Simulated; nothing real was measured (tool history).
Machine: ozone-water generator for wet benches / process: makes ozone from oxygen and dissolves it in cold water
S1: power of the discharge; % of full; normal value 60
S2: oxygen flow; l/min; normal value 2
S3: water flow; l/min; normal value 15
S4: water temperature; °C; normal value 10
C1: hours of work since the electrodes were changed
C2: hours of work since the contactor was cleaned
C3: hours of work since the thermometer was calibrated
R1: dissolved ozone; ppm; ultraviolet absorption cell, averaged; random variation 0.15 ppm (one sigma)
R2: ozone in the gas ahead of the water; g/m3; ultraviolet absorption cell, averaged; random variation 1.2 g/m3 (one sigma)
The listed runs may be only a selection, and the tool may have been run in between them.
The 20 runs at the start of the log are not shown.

| run | hour | S1 | S2 | S3 | S4 | C1 | C2 | C3 | R1 | R2 |
|---|---|---|---|---|---|---|---|---|---|---|
| 21 | 1600.2 | 51 | 3.59 | 21 | 13 | 3157 | 4964 | 1002 | 13.2 | 146.5 |
| 22 | 1654.5 | 51 | 3.59 | 21 | 13 | 3201 | 5008 | 1046 | 13.2 | 143.2 |
| 23 | 1730.2 | 54 | 2 | 15 | 10 | 3263 | 5069 | 1108 | 16.1 | 187.9 |
| 24 | 1776.6 | 55 | 1.43 | 17 | 15 | 3300 | 5107 | 1145 | 12.2 | 213.8 |
| 25 | 1880.8 | 55 | 1.43 | 17 | 15 | 3385 | 5191 | 1230 | 12 | 214.4 |
| 26 | 1927.6 | 55 | 1.43 | 17 | 15 | 3423 | 5229 | 1268 | 12 | 214 |
| 27 | 2001.1 | 54 | 2.17 | 22 | 7 | 3482 | 5289 | 1327 | 11.3 | 182.7 |
| 28 | 2049.2 | 75 | 2.17 | 22 | 5 | 3521 | 5328 | 1366 | 15.8 | 248.1 |
| 29 | 2100.1 | 60 | 2 | 9 | 5 | 3562 | 5369 | 1407 | 29.4 | 206.8 |
| 30 | 2204.3 | 60 | 2 | 9 | 5 | 3646 | 5453 | 1492 | 28.8 | 207.3 |

Consider 3 possible next runs. They are alternatives, not a sequence: every one starts from the tool as it was left by run 30. What does each give?
| A | 2262.9 | 69 | 1.14 | 15 | 10 | 3694 | 5501 | 1539 | ? | ? |
| B | 2262.9 | 69 | 2 | 12 | 13 | 3694 | 5501 | 1539 | ? | ? |
| C | 2262.9 | 60 | 2.63 | 20 | 10 | 3694 | 5501 | 1539 | ? | ? |

| run | R1 | R2 |
|---|---|---|
| A | 15.6 | 287.2 |
| B | 24.1 | 235.9 |
| C | 14.7 | 188.5 |
Take away the tool's hidden state, keep each run's random variation, and the runs would have read:
| run | R1 | R2 |
|---|---|---|
| A | 15.6 | 287.6 |
| B | 24.2 | 236.2 |
| C | 14.8 | 188.7 |
